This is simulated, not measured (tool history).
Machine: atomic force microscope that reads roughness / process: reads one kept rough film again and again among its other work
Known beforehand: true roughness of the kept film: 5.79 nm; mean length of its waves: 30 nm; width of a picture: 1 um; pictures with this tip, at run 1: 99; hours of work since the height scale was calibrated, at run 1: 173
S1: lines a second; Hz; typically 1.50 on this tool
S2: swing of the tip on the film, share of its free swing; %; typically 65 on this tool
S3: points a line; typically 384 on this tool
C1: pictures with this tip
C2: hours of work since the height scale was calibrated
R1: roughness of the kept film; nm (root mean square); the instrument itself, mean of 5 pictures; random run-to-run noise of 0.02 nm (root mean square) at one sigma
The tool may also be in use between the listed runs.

run,hour,S1,S2,S3,C1,C2,R1
1,0.0,1.50,65,384,99,173,4.972
# hour 15.8: new tip fitted
2,17.9,1.50,65,384,2,180,5.002
3,37.6,1.50,65,384,29,189,4.980
4,59.4,1.50,65,384,57,198,4.946
5,77.1,1.50,65,384,81,206,4.948
6,89.7,1.50,65,384,98,211,4.985
# hour 107.8: new tip fitted
7,109.8,1.50,65,384,3,220,5.034
8,133.0,1.50,65,384,33,230,4.965
9,151.8,1.68,65,384,58,238,4.977
10,167.3,1.91,59,708,79,244,5.013
11,191.2,1.91,59,1005,110,255,5.036
# hour 198.5: new tip fitted
12,206.5,1.34,69,877,11,261,5.017
13,223.9,1.24,58,559,34,269,5.059
14,248.5,1.24,85,279,67,279,4.800
15,263.3,1.24,85,279,86,286,4.772
16,285.0,1.24,85,279,115,295,4.786
# hour 288.9: new tip fitted
17,301.7,1.24,85,279,17,302,4.799
18,313.8,1.24,85,279,33,307,4.809

For each run, the measured value with the value that run would have given without the tool's hidden condition subtracted. The run-to-run variation is shared by both, the gauge scatter possibly not:
Hidden state at play: radius of the tip, nm; height scale over the true one, %; drift of the gauge itself on roughness_nm, %.
run,R1
1,-0.020
2,+0.000
3,-0.005
4,-0.009
5,-0.013
6,-0.016
7,-0.001
8,-0.006
9,-0.010
10,-0.013
11,-0.018
12,-0.002
13,-0.006
14,-0.012
15,-0.015
16,-0.019
17,-0.003
18,-0.006
